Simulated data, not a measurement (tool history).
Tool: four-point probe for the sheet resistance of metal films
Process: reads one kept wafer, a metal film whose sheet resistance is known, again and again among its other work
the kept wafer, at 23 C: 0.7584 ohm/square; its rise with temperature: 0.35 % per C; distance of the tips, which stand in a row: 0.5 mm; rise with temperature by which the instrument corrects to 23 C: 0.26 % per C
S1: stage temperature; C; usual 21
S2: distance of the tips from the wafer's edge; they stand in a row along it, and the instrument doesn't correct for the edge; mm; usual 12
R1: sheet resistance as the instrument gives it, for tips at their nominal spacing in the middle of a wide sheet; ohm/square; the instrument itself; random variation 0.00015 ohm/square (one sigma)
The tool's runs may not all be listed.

{"run": 1, "day": 0.0, "S1": 21, "S2": 12, "R1": 0.751587}
{"run": 2, "day": 3.867, "S1": 21, "S2": 58, "R1": 0.7506}
{"run": 3, "day": 5.562, "S1": 20, "S2": 12, "R1": 0.750556}
{"run": 4, "day": 8.625, "S1": 21, "S2": 61, "R1": 0.750369}
{"run": 5, "day": 11.017, "S1": 27, "S2": 61, "R1": 0.754093}
{"run": 6, "day": 14.008, "S1": 27, "S2": 61, "R1": 0.753993}
{"run": 7, "day": 16.746, "S1": 27, "S2": 61, "R1": 0.753736}
{"run": 8, "day": 19.742, "S1": 21, "S2": 12, "R1": 0.7504}
{"run": 9, "day": 21.996, "S1": 21, "S2": 12, "R1": 0.750454}
{"run": 10, "day": 25.296, "S1": 21, "S2": 12, "R1": 0.749945}
{"run": 11, "day": 28.179, "S1": 21, "S2": 12, "R1": 0.749617}
{"run": 12, "day": 30.212, "S1": 30, "S2": 12, "R1": 0.755327}
{"run": 13, "day": 32.746, "S1": 31, "S2": 12, "R1": 0.756063}
{"run": 14, "day": 36.875, "S1": 31, "S2": 12, "R1": 0.75607}
{"run": 15, "day": 40.792, "S1": 21, "S2": 12, "R1": 0.749111}
{"run": 16, "day": 42.85, "S1": 21, "S2": 45, "R1": 0.748405}
{"run": 17, "day": 46.838, "S1": 21, "S2": 32, "R1": 0.748579}
{"run": 18, "day": 51.0, "S1": 21, "S2": 12, "R1": 0.748738}
{"day": 53.692, "done": "new probe head fitted"}
{"run": 19, "day": 55.254, "S1": 21, "S2": 4, "R1": 0.764579}
{"run": 20, "day": 57.242, "S1": 21, "S2": 12, "R1": 0.758789}
{"day": 58.275, "done": "stage's thermometer calibrated"}
{"run": 21, "day": 59.838, "S1": 21, "S2": 12, "R1": 0.75938}
{"run": 22, "day": 63.208, "S1": 21, "S2": 12, "R1": 0.759355}
{"run": 23, "day": 66.404, "S1": 21, "S2": 5, "R1": 0.762792}

Forecast run 24:
{"run": 24, "day": 70.583, "S1": 24, "S2": 24, "R1": "?"}

R1: 0.760378 ohm/square
Without the tool's hidden state the same run would have given R1 0.759216 ohm/square.
